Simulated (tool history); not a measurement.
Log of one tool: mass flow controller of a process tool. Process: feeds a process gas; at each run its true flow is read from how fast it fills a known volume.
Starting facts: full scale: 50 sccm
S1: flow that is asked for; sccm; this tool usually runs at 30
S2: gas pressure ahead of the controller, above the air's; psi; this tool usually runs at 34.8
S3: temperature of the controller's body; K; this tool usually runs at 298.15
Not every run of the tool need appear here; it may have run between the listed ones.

{"run": 1, "hour": 0.0, "S1": 30, "S2": 34.8, "S3": 298.15, "true flow (%)": 98.58}
{"run": 2, "hour": 376.6, "S1": 30, "S2": 34.8, "S3": 312.15, "true flow (%)": 98.02}
{"run": 3, "hour": 783.9, "S1": 30, "S2": 34.8, "S3": 312.15, "true flow (%)": 98.03}
{"run": 4, "hour": 1183.9, "S1": 30, "S2": 34.8, "S3": 305.15, "true flow (%)": 98.33}
{"run": 5, "hour": 1612.4, "S1": 30, "S2": 34.8, "S3": 306.15, "true flow (%)": 98.17}
{"run": 6, "hour": 2092.6, "S1": 30, "S2": 34.8, "S3": 306.15, "true flow (%)": 98.01}
{"run": 7, "hour": 2486.7, "S1": 30, "S2": 31.8, "S3": 306.15, "true flow (%)": 98.18}
{"run": 8, "hour": 2762.8, "S1": 8, "S2": 34.8, "S3": 298.15, "true flow (%)": 98.96}
{"run": 9, "hour": 3227.4, "S1": 8, "S2": 34.8, "S3": 298.15, "true flow (%)": 98.89}
{"run": 10, "hour": 3586.8, "S1": 30, "S2": 29.0, "S3": 298.15, "true flow (%)": 98.47}
{"run": 11, "hour": 4083.4, "S1": 30, "S2": 29.0, "S3": 298.15, "true flow (%)": 98.64}
{"run": 12, "hour": 4378.8, "S1": 30, "S2": 29.0, "S3": 298.15, "true flow (%)": 98.31}
{"run": 13, "hour": 4714.3, "S1": 30, "S2": 23.4, "S3": 298.15, "true flow (%)": 98.59}
{"run": 14, "hour": 5172.1, "S1": 30, "S2": 23.4, "S3": 298.15, "true flow (%)": 98.66}
{"run": 15, "hour": 5390.3, "S1": 5, "S2": 34.8, "S3": 298.15, "true flow (%)": 100.84}
{"run": 16, "hour": 5663.8, "S1": 30, "S2": 33.9, "S3": 298.15, "true flow (%)": 98.06}
{"run": 17, "hour": 5902.2, "S1": 30, "S2": 33.9, "S3": 298.15, "true flow (%)": 98.06}
{"run": 18, "hour": 6350.8, "S1": 30, "S2": 39.3, "S3": 298.15, "true flow (%)": 97.77}
{"run": 19, "hour": 6643.5, "S1": 30, "S2": 34.8, "S3": 298.15, "true flow (%)": 97.96}
{"run": 20, "hour": 6855.4, "S1": 30, "S2": 34.8, "S3": 298.15, "true flow (%)": 97.91}
{"run": 21, "hour": 7273.3, "S1": 30, "S2": 32.5, "S3": 305.15, "true flow (%)": 97.7}
{"run": 22, "hour": 7574.8, "S1": 30, "S2": 32.5, "S3": 305.15, "true flow (%)": 97.7}
{"run": 23, "hour": 8025.4, "S1": 30, "S2": 32.5, "S3": 305.15, "true flow (%)": 97.6}
{"run": 24, "hour": 8376.9, "S1": 30, "S2": 32.5, "S3": 302.15, "true flow (%)": 97.72}
{"run": 25, "hour": 8824.9, "S1": 30, "S2": 32.5, "S3": 302.15, "true flow (%)": 97.62}
{"hour": 8852.4, "done": "controller's zero set anew"}
{"run": 26, "hour": 9256.6, "S1": 20, "S2": 25.5, "S3": 302.15, "true flow (%)": 98.3}
{"run": 27, "hour": 9694.8, "S1": 30, "S2": 39.0, "S3": 293.15, "true flow (%)": 97.8}
{"run": 28, "hour": 10128.9, "S1": 30, "S2": 39.0, "S3": 293.15, "true flow (%)": 97.71}
{"hour": 10271.5, "done": "controller's zero set anew, once more"}
{"run": 29, "hour": 10529.1, "S1": 30, "S2": 39.0, "S3": 293.15, "true flow (%)": 96.44}
{"run": 30, "hour": 10862.7, "S1": 40, "S2": 24.5, "S3": 299.15, "true flow (%)": 97.21}
{"run": 31, "hour": 11228.2, "S1": 30, "S2": 34.8, "S3": 310.15, "true flow (%)": 95.84}
{"run": 32, "hour": 11555.5, "S1": 22, "S2": 34.8, "S3": 294.15, "true flow (%)": 96.18}
{"run": 33, "hour": 11798.9, "S1": 22, "S2": 33.2, "S3": 294.15, "true flow (%)": 96.15}
{"run": 34, "hour": 12130.0, "S1": 6, "S2": 27.4, "S3": 298.15, "true flow (%)": 96.26}
{"run": 35, "hour": 12463.8, "S1": 6, "S2": 23.1, "S3": 302.15, "true flow (%)": 96.53}
{"run": 36, "hour": 12673.1, "S1": 6, "S2": 23.1, "S3": 302.15, "true flow (%)": 96.51}
{"run": 37, "hour": 12994.6, "S1": 37, "S2": 27.4, "S3": 307.15, "true flow (%)": 96.38}
{"run": 38, "hour": 13197.6, "S1": 37, "S2": 27.4, "S3": 307.15, "true flow (%)": 96.41}
{"run": 39, "hour": 13400.0, "S1": 37, "S2": 27.4, "S3": 310.15, "true flow (%)": 96.23}
{"run": 40, "hour": 13726.3, "S1": 37, "S2": 27.4, "S3": 310.15, "true flow (%)": 96.29}

What if the next run were any one of these 4? Each begins from the tool's condition after run 40:
{"run": "A", "hour": 14208.0, "S1": 6, "S2": 34.8, "S3": 299.15, "true flow (%)": "?"}
{"run": "B", "hour": 14208.0, "S1": 30, "S2": 26.1, "S3": 305.15, "true flow (%)": "?"}
{"run": "C", "hour": 14208.0, "S1": 33, "S2": 28.7, "S3": 299.15, "true flow (%)": "?"}
{"run": "D", "hour": 14208.0, "S1": 9, "S2": 29.6, "S3": 299.15, "true flow (%)": "?"}

run=A true_flow_(%)=96.48
run=B true_flow_(%)=96.34
run=C true_flow_(%)=96.33
run=D true_flow_(%)=96.27
With the hidden condition removed and each run's random variation left untouched, the same runs would have given:
run=A true_flow_(%)=98.03
run=B true_flow_(%)=99.30
run=C true_flow_(%)=99.31
run=D true_flow_(%)=98.40
